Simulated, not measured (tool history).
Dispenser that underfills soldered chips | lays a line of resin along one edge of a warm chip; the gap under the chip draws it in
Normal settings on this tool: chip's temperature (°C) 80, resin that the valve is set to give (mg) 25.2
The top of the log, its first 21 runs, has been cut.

run	hour	chip's temperature (°C)	resin that the valve is set to give (mg)	time until the resin shows at the far edge (s)	resin that the valve gave (mg)
# hour 91.1: new syringe of resin
22	93	83	26.6	46.4	26.28
23	98.4	83	26.6	54.5	26.08
24	101.7	92	29	36.9	28.5
# hour 106.1: new syringe of resin
25	106.7	92	29	30.3	28.41
26	110.9	89	21.6	39	21.31
27	113.7	89	21.6	41.7	21.13
28	117.8	80	25.1	70.1	24.55
# hour 121.1: new syringe of resin
29	122.6	93	23.6	29.5	23.25
30	128.5	77	30.7	75.1	29.75
31	132.6	78	26	80.2	25.22
# hour 136.2: new syringe of resin
32	136.2	77	30.3	62.2	29.28
33	140.2	80	30.9	58.7	29.77
34	144	81	25.7	60.7	24.77
35	148	81	25.7	67.1	24.72
# hour 151.6: new syringe of resin
36	154.4	73	27	86.7	26.22

Predict each of these 4 candidate next runs independently; none follows another, all start after run 36:
A	159.6	94	24.5	?	?
B	159.6	77	27	?	?
C	159.6	69	32.1	?	?
D	159.6	70	27	?	?

run	time until the resin shows at the far edge (s)	resin that the valve gave (mg)
A	32.5	23.55
B	76.8	25.89
C	116.5	31
D	113.3	25.97
With the hidden condition removed and each run's random variation left untouched, the same runs would have given:
run	time until the resin shows at the far edge (s)	resin that the valve gave (mg)
A	26.1	24.49
B	61.8	26.92
C	93.6	32.24
D	91	27
